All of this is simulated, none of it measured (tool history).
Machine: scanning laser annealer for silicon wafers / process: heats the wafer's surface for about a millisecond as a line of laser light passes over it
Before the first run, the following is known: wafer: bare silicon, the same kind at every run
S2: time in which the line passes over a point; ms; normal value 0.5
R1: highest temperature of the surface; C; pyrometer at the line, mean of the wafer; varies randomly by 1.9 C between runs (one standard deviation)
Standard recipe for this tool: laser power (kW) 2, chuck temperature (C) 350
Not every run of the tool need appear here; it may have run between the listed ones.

{"run": 1, "hour": 0.0, "laser power (kW)": 2, "S2": 0.5, "chuck temperature (C)": 350, "R1": 1162}
{"run": 2, "hour": 37.0, "laser power (kW)": 2, "S2": 0.5, "chuck temperature (C)": 350, "R1": 1159}
{"run": 3, "hour": 69.3, "laser power (kW)": 2, "S2": 0.5, "chuck temperature (C)": 350, "R1": 1161}
{"run": 4, "hour": 127.3, "laser power (kW)": 2, "S2": 0.5, "chuck temperature (C)": 355, "R1": 1161}
{"run": 5, "hour": 183.9, "laser power (kW)": 2, "S2": 0.5, "chuck temperature (C)": 355, "R1": 1156}
{"run": 6, "hour": 228.9, "laser power (kW)": 2, "S2": 0.5, "chuck temperature (C)": 353, "R1": 1151}
{"run": 7, "hour": 282.0, "laser power (kW)": 2, "S2": 0.5, "chuck temperature (C)": 364, "R1": 1162}
{"hour": 288.7, "done": "laser's power meter calibrated"}
{"run": 8, "hour": 328.5, "laser power (kW)": 2.137, "S2": 0.5, "chuck temperature (C)": 364, "R1": 1212}
{"run": 9, "hour": 372.6, "laser power (kW)": 2.137, "S2": 0.5, "chuck temperature (C)": 364, "R1": 1213}
{"run": 10, "hour": 416.8, "laser power (kW)": 2.155, "S2": 0.5, "chuck temperature (C)": 350, "R1": 1202}
{"run": 11, "hour": 443.5, "laser power (kW)": 2.155, "S2": 0.5, "chuck temperature (C)": 350, "R1": 1202}

Forecast run 12:
{"run": 12, "hour": 477.5, "laser power (kW)": 2.155, "S2": 0.5, "chuck temperature (C)": 350, "R1": "?"}

{"run 12": {"R1": 1201}}
Were there no unlogged condition in the tool, this run, its random variation unchanged, would have produced R1 1242 C.

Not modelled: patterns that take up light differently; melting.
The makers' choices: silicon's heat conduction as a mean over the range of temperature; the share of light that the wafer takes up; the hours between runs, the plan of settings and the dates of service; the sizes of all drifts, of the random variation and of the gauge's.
